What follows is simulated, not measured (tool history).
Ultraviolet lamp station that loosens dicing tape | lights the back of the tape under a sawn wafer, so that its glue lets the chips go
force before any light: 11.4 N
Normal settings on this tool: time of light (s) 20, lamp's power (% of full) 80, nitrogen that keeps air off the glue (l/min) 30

| run | hour | time of light (s) | lamp's power (% of full) | nitrogen that keeps air off the glue (l/min) | force that peels the tape off (N) | light that reached the tape (mJ/cm2) |
|---|---|---|---|---|---|---|
| 1 | 0 | 20 | 80 | 30 | 2.817 | 322 |
|  | 13.6 | lamp changed |
| 2 | 41.1 | 20 | 80 | 30 | 1.515 | 456 |
| 3 | 95.1 | 32 | 80 | 30 | 0.509 | 717 |
| 4 | 160.4 | 20 | 80 | 30 | 1.706 | 430 |
|  | 198.1 | window cleaned of glue's vapour |
| 5 | 225.2 | 20 | 80 | 30 | 1.827 | 407 |
| 6 | 264.4 | 10 | 80 | 30 | 4.571 | 203 |
| 7 | 323.1 | 20 | 80 | 30 | 1.982 | 389 |
|  | 328.9 | window cleaned of glue's vapour, once more |
| 8 | 363.7 | 20 | 80 | 30 | 1.546 | 450 |
| 9 | 427.6 | 20 | 80 | 30 | 1.606 | 442 |
| 10 | 468 | 20 | 80 | 30 | 1.729 | 438 |
| 11 | 532.2 | 20 | 80 | 30 | 1.657 | 424 |
| 12 | 595.8 | 20 | 83 | 30 | 1.691 | 431 |
| 13 | 652.9 | 23 | 83 | 30 | 1.319 | 486 |
| 14 | 684.1 | 11 | 80 | 30 | 4.271 | 217 |
|  | 735.2 | window cleaned of glue's vapour |
| 15 | 738.8 | 11 | 80 | 30 | 3.992 | 240 |
| 16 | 803.6 | 11 | 93 | 30 | 3.297 | 272 |
| 17 | 841.4 | 20 | 80 | 19 | 2.437 | 425 |
| 18 | 895.9 | 20 | 80 | 19 | 2.409 | 414 |
| 19 | 962 | 20 | 80 | 30 | 1.913 | 394 |
| 20 | 1012.6 | 20 | 80 | 30 | 2.105 | 395 |
| 21 | 1061.6 | 20 | 71 | 30 | 2.538 | 338 |
| 22 | 1107.7 | 20 | 81 | 30 | 2.085 | 386 |
|  | 1141.3 | window cleaned of glue's vapour |
| 23 | 1153.8 | 13 | 74 | 30 | 3.704 | 244 |
| 24 | 1201.1 | 13 | 74 | 30 | 3.804 | 244 |
| 25 | 1260.4 | 24 | 64 | 59 | 1.471 | 379 |
| 26 | 1331 | 16 | 78 | 17 | 4.049 | 297 |
| 27 | 1368.9 | 16 | 78 | 17 | 4.112 | 290 |
| 28 | 1414.5 | 16 | 78 | 17 | 4.097 | 286 |
| 29 | 1445.7 | 14 | 76 | 11 | 5.609 | 240 |
| 30 | 1488.9 | 16 | 76 | 22 | 4.037 | 268 |
|  | 1550.6 | window cleaned of glue's vapour |
| 31 | 1553 | 29 | 69 | 34 | 1.256 | 473 |
| 32 | 1590.6 | 20 | 86 | 30 | 1.993 | 404 |
| 33 | 1620.6 | 20 | 86 | 30 | 1.959 | 400 |
| 34 | 1674.9 | 20 | 86 | 24 | 2.35 | 390 |
| 35 | 1736.7 | 23 | 80 | 42 | 1.574 | 408 |
| 36 | 1776.5 | 30 | 76 | 42 | 1.054 | 493 |
| 37 | 1848.8 | 30 | 76 | 42 | 1.08 | 476 |
| 38 | 1886.7 | 30 | 76 | 42 | 1.091 | 469 |
| 39 | 1941.8 | 26 | 65 | 42 | 2.064 | 344 |
|  | 1957.2 | window cleaned of glue's vapour |
| 40 | 2009.9 | 27 | 81 | 12 | 2.658 | 475 |
| 41 | 2046.6 | 37 | 71 | 12 | 2.003 | 558 |
| 42 | 2111.2 | 27 | 86 | 30 | 1.31 | 476 |
| 43 | 2159.4 | 21 | 83 | 38 | 2.083 | 349 |
| 44 | 2206 | 12 | 83 | 21 | 5.093 | 197 |

Selected run-to-run steps in force that peels the tape off (N), each split into two signed amounts: the part the tool would show with no hidden state at all (from settings, incoming material and random variation), and the remainder, which goes to the hidden state together with any gauge scatter not common to the measured and the hidden-state-free results:
The tool's hidden condition here consists of: lamp's light, % of a new lamp's; light that the window lets through, % of a clean one's; drift of the gauge itself on peel_n, %; drift of the gauge itself on dose_mj_cm2, %.
Run 1 -> 2: lamp changed. force that peels the tape off (N) -1.302: hidden state -1.264, all else -0.038.
Run 13 -> 14: time of light (s) 23 -> 11, lamp's power (% of full) 83 -> 80. force that peels the tape off (N) +2.952: hidden state +0.39, all else +2.562.
Run 30 -> 31: time of light (s) 16 -> 29, lamp's power (% of full) 76 -> 69, nitrogen that keeps air off the glue (l/min) 22 -> 34, window cleaned of glue's vapour. force that peels the tape off (N) -2.781: hidden state -0.792, all else -1.989.
Run 43 -> 44: time of light (s) 21 -> 12, nitrogen that keeps air off the glue (l/min) 38 -> 21. force that peels the tape off (N) +3.01: hidden state +0.577, all else +2.433.

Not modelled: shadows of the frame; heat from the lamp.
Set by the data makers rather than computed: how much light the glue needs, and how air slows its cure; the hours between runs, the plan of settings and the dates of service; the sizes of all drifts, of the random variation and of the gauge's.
